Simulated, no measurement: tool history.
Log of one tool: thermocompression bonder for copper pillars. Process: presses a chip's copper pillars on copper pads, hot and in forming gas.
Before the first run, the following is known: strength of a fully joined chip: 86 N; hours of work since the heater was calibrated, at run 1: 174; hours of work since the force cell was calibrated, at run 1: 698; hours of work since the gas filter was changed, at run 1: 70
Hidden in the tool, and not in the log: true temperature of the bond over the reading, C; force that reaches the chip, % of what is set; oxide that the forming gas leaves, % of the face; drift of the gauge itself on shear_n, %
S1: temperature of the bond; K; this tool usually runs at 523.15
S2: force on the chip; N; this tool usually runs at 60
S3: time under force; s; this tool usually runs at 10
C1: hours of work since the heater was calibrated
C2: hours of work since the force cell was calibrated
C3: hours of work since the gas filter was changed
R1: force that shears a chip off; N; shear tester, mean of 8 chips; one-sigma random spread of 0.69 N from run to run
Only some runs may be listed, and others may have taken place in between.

| run | hour | S1 | S2 | S3 | C1 | C2 | C3 | R1 |
|---|---|---|---|---|---|---|---|---|
| 1 | 0 | 523.15 | 60 | 10 | 174 | 698 | 70 | 47.4 |
| 2 | 19.3 | 496.15 | 60 | 10 | 188 | 713 | 85 | 29 |
| 3 | 31.1 | 496.15 | 60 | 10 | 197 | 722 | 94 | 28.2 |
| 4 | 47.1 | 496.15 | 60 | 10 | 209 | 734 | 106 | 29.1 |
| 5 | 69.8 | 496.15 | 60 | 29 | 226 | 751 | 123 | 42.9 |
| 6 | 80.3 | 496.15 | 47 | 29 | 234 | 759 | 131 | 34.6 |
| 7 | 95.3 | 496.15 | 47 | 29 | 245 | 770 | 142 | 34.9 |
| 8 | 114.6 | 496.15 | 47 | 29 | 260 | 784 | 156 | 33.7 |
| 9 | 129 | 496.15 | 47 | 29 | 271 | 795 | 167 | 34.6 |
| 10 | 143.6 | 496.15 | 47 | 29 | 282 | 806 | 178 | 34.6 |
| 11 | 162.4 | 523.15 | 55 | 8 | 296 | 820 | 192 | 39.2 |
| 12 | 173.1 | 523.15 | 44 | 14 | 304 | 828 | 200 | 39.6 |
| 13 | 186.3 | 523.15 | 44 | 14 | 314 | 838 | 210 | 39.4 |
| 14 | 201.5 | 523.15 | 44 | 14 | 325 | 850 | 222 | 39.9 |
| 15 | 224 | 513.15 | 41 | 19 | 342 | 867 | 239 | 36.2 |
| 16 | 237.5 | 513.15 | 41 | 19 | 352 | 877 | 249 | 34.2 |
| 17 | 250.7 | 513.15 | 41 | 19 | 362 | 887 | 259 | 35.3 |
| 18 | 268.1 | 526.15 | 50 | 19 | 375 | 900 | 272 | 48.8 |
| 19 | 280.6 | 526.15 | 50 | 19 | 384 | 909 | 281 | 48.6 |

Below, some changes in R1 between adjacent runs. For each, the amount present without the hidden state too (settings, incoming material, random variation) and the amount remaining for the hidden state with gauge scatter not shared by both compared results:
Run 1 -> 2: S1 523.15 -> 496.15. R1 -18.4 N: hidden state +0.1, all else -18.5.
Run 17 -> 18: S1 513.15 -> 526.15, S2 41 -> 50. R1 +13.5 N: hidden state -1.1, all else +14.6.
